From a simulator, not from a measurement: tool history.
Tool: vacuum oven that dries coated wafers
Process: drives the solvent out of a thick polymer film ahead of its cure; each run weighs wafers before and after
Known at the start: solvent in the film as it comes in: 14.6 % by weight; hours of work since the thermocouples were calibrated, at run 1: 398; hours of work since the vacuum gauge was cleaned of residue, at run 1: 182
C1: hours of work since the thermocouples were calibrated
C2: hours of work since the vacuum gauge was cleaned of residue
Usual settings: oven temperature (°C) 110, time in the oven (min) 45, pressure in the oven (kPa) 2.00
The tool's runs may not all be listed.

run 1 hour=0.0 | oven_temperature_(°C)=110 time_in_the_oven_(min)=45 pressure_in_the_oven_(kPa)=2.00 | C1=398 C2=182 | solvent_left_in_the_film_(%)=2.29
run 2 hour=13.3 | oven_temperature_(°C)=110 time_in_the_oven_(min)=45 pressure_in_the_oven_(kPa)=2.00 | C1=408 C2=192 | solvent_left_in_the_film_(%)=2.31
run 3 hour=26.5 | oven_temperature_(°C)=110 time_in_the_oven_(min)=61 pressure_in_the_oven_(kPa)=2.00 | C1=417 C2=201 | solvent_left_in_the_film_(%)=1.64
run 4 hour=39.2 | oven_temperature_(°C)=110 time_in_the_oven_(min)=45 pressure_in_the_oven_(kPa)=6.33 | C1=426 C2=210 | solvent_left_in_the_film_(%)=4.43
run 5 hour=46.9 | oven_temperature_(°C)=110 time_in_the_oven_(min)=62 pressure_in_the_oven_(kPa)=6.33 | C1=431 C2=215 | solvent_left_in_the_film_(%)=3.88
run 6 hour=57.5 | oven_temperature_(°C)=110 time_in_the_oven_(min)=45 pressure_in_the_oven_(kPa)=2.00 | C1=439 C2=223 | solvent_left_in_the_film_(%)=2.29
run 7 hour=67.8 | oven_temperature_(°C)=110 time_in_the_oven_(min)=45 pressure_in_the_oven_(kPa)=2.00 | C1=446 C2=230 | solvent_left_in_the_film_(%)=2.29
run 8 hour=76.6 | oven_temperature_(°C)=110 time_in_the_oven_(min)=45 pressure_in_the_oven_(kPa)=3.49 | C1=452 C2=236 | solvent_left_in_the_film_(%)=3.05
run 9 hour=83.8 | oven_temperature_(°C)=110 time_in_the_oven_(min)=45 pressure_in_the_oven_(kPa)=2.00 | C1=457 C2=241 | solvent_left_in_the_film_(%)=2.32
run 10 hour=97.3 | oven_temperature_(°C)=96 time_in_the_oven_(min)=45 pressure_in_the_oven_(kPa)=2.00 | C1=466 C2=251 | solvent_left_in_the_film_(%)=4.53
run 11 hour=103.5 | oven_temperature_(°C)=96 time_in_the_oven_(min)=45 pressure_in_the_oven_(kPa)=2.00 | C1=471 C2=255 | solvent_left_in_the_film_(%)=4.54
run 12 hour=111.7 | oven_temperature_(°C)=110 time_in_the_oven_(min)=45 pressure_in_the_oven_(kPa)=5.71 | C1=477 C2=261 | solvent_left_in_the_film_(%)=4.11
run 13 hour=123.0 | oven_temperature_(°C)=110 time_in_the_oven_(min)=45 pressure_in_the_oven_(kPa)=5.71 | C1=485 C2=269 | solvent_left_in_the_film_(%)=4.12
run 14 hour=132.7 | oven_temperature_(°C)=114 time_in_the_oven_(min)=45 pressure_in_the_oven_(kPa)=5.71 | C1=491 C2=276 | solvent_left_in_the_film_(%)=3.48
run 15 hour=138.9 | oven_temperature_(°C)=114 time_in_the_oven_(min)=45 pressure_in_the_oven_(kPa)=5.71 | C1=496 C2=280 | solvent_left_in_the_film_(%)=3.48
run 16 hour=145.4 | oven_temperature_(°C)=110 time_in_the_oven_(min)=45 pressure_in_the_oven_(kPa)=2.00 | C1=500 C2=285 | solvent_left_in_the_film_(%)=2.33
run 17 hour=157.1 | oven_temperature_(°C)=115 time_in_the_oven_(min)=45 pressure_in_the_oven_(kPa)=2.00 | C1=508 C2=293 | solvent_left_in_the_film_(%)=1.72
run 18 hour=165.5 | oven_temperature_(°C)=110 time_in_the_oven_(min)=73 pressure_in_the_oven_(kPa)=2.00 | C1=514 C2=299 | solvent_left_in_the_film_(%)=1.40
run 19 hour=179.1 | oven_temperature_(°C)=110 time_in_the_oven_(min)=26 pressure_in_the_oven_(kPa)=2.00 | C1=524 C2=308 | solvent_left_in_the_film_(%)=4.17
run 20 hour=185.2 | oven_temperature_(°C)=110 time_in_the_oven_(min)=26 pressure_in_the_oven_(kPa)=4.03 | C1=528 C2=313 | solvent_left_in_the_film_(%)=5.02
run 21 hour=198.1 | oven_temperature_(°C)=105 time_in_the_oven_(min)=55 pressure_in_the_oven_(kPa)=2.00 | C1=537 C2=322 | solvent_left_in_the_film_(%)=2.45
run 22 hour=205.1 | oven_temperature_(°C)=123 time_in_the_oven_(min)=65 pressure_in_the_oven_(kPa)=3.32 | C1=542 C2=327 | solvent_left_in_the_film_(%)=1.24
run 23 hour=218.6 | oven_temperature_(°C)=110 time_in_the_oven_(min)=37 pressure_in_the_oven_(kPa)=2.00 | C1=552 C2=336 | solvent_left_in_the_film_(%)=2.90
run 24 hour=224.6 | oven_temperature_(°C)=110 time_in_the_oven_(min)=37 pressure_in_the_oven_(kPa)=2.00 | C1=556 C2=340 | solvent_left_in_the_film_(%)=2.89
run 25 hour=238.0 | oven_temperature_(°C)=98 time_in_the_oven_(min)=73 pressure_in_the_oven_(kPa)=6.44 | C1=565 C2=350 | solvent_left_in_the_film_(%)=6.08
run 26 hour=244.4 | oven_temperature_(°C)=124 time_in_the_oven_(min)=77 pressure_in_the_oven_(kPa)=3.54 | C1=570 C2=354 | solvent_left_in_the_film_(%)=1.21
run 27 hour=253.0 | oven_temperature_(°C)=118 time_in_the_oven_(min)=45 pressure_in_the_oven_(kPa)=2.00 | C1=576 C2=360 | solvent_left_in_the_film_(%)=1.47
run 28 hour=259.6 | oven_temperature_(°C)=118 time_in_the_oven_(min)=44 pressure_in_the_oven_(kPa)=2.85 | C1=581 C2=365 | solvent_left_in_the_film_(%)=1.83
run 29 hour=265.9 | oven_temperature_(°C)=101 time_in_the_oven_(min)=45 pressure_in_the_oven_(kPa)=5.89 | C1=585 C2=369 | solvent_left_in_the_film_(%)=6.06
run 30 hour=273.4 | oven_temperature_(°C)=107 time_in_the_oven_(min)=41 pressure_in_the_oven_(kPa)=5.89 | C1=590 C2=375 | solvent_left_in_the_film_(%)=5.02
run 31 hour=282.3 | oven_temperature_(°C)=125 time_in_the_oven_(min)=38 pressure_in_the_oven_(kPa)=2.00 | C1=596 C2=381 | solvent_left_in_the_film_(%)=1.19
run 32 hour=289.6 | oven_temperature_(°C)=125 time_in_the_oven_(min)=38 pressure_in_the_oven_(kPa)=2.00 | C1=602 C2=386 | solvent_left_in_the_film_(%)=1.20
run 33 hour=297.9 | oven_temperature_(°C)=125 time_in_the_oven_(min)=38 pressure_in_the_oven_(kPa)=2.00 | C1=607 C2=392 | solvent_left_in_the_film_(%)=1.19
run 34 hour=305.5 | oven_temperature_(°C)=111 time_in_the_oven_(min)=52 pressure_in_the_oven_(kPa)=2.00 | C1=613 C2=397 | solvent_left_in_the_film_(%)=1.84
run 35 hour=315.7 | oven_temperature_(°C)=115 time_in_the_oven_(min)=35 pressure_in_the_oven_(kPa)=2.13 | C1=620 C2=404 | solvent_left_in_the_film_(%)=2.46
run 36 hour=324.5 | oven_temperature_(°C)=115 time_in_the_oven_(min)=35 pressure_in_the_oven_(kPa)=2.13 | C1=626 C2=410 | solvent_left_in_the_film_(%)=2.43
run 37 hour=337.3 | oven_temperature_(°C)=124 time_in_the_oven_(min)=61 pressure_in_the_oven_(kPa)=1.01 | C1=635 C2=419 | solvent_left_in_the_film_(%)=0.46
run 38 hour=347.2 | oven_temperature_(°C)=110 time_in_the_oven_(min)=36 pressure_in_the_oven_(kPa)=2.00 | C1=642 C2=426 | solvent_left_in_the_film_(%)=2.98
run 39 hour=356.1 | oven_temperature_(°C)=110 time_in_the_oven_(min)=68 pressure_in_the_oven_(kPa)=1.07 | C1=648 C2=433 | solvent_left_in_the_film_(%)=0.99
run 40 hour=364.4 | oven_temperature_(°C)=110 time_in_the_oven_(min)=68 pressure_in_the_oven_(kPa)=1.07 | C1=654 C2=438 | solvent_left_in_the_film_(%)=0.99

Forecast each of these 3 alternatives for the next run:
run A hour=370.3 | oven_temperature_(°C)=111 time_in_the_oven_(min)=59 pressure_in_the_oven_(kPa)=1.70 | C1=658 C2=443 | solvent_left_in_the_film_(%)=?
run B hour=370.3 | oven_temperature_(°C)=106 time_in_the_oven_(min)=76 pressure_in_the_oven_(kPa)=1.07 | C1=658 C2=443 | solvent_left_in_the_film_(%)=?
run C hour=370.3 | oven_temperature_(°C)=110 time_in_the_oven_(min)=50 pressure_in_the_oven_(kPa)=4.25 | C1=658 C2=443 | solvent_left_in_the_film_(%)=?

run=A solvent_left_in_the_film_(%)=1.45
run=B solvent_left_in_the_film_(%)=1.11
run=C solvent_left_in_the_film_(%)=3.19
Without the tool's hidden state the same runs would have given:
run=A solvent_left_in_the_film_(%)=1.45
run=B solvent_left_in_the_film_(%)=1.10
run=C solvent_left_in_the_film_(%)=3.18
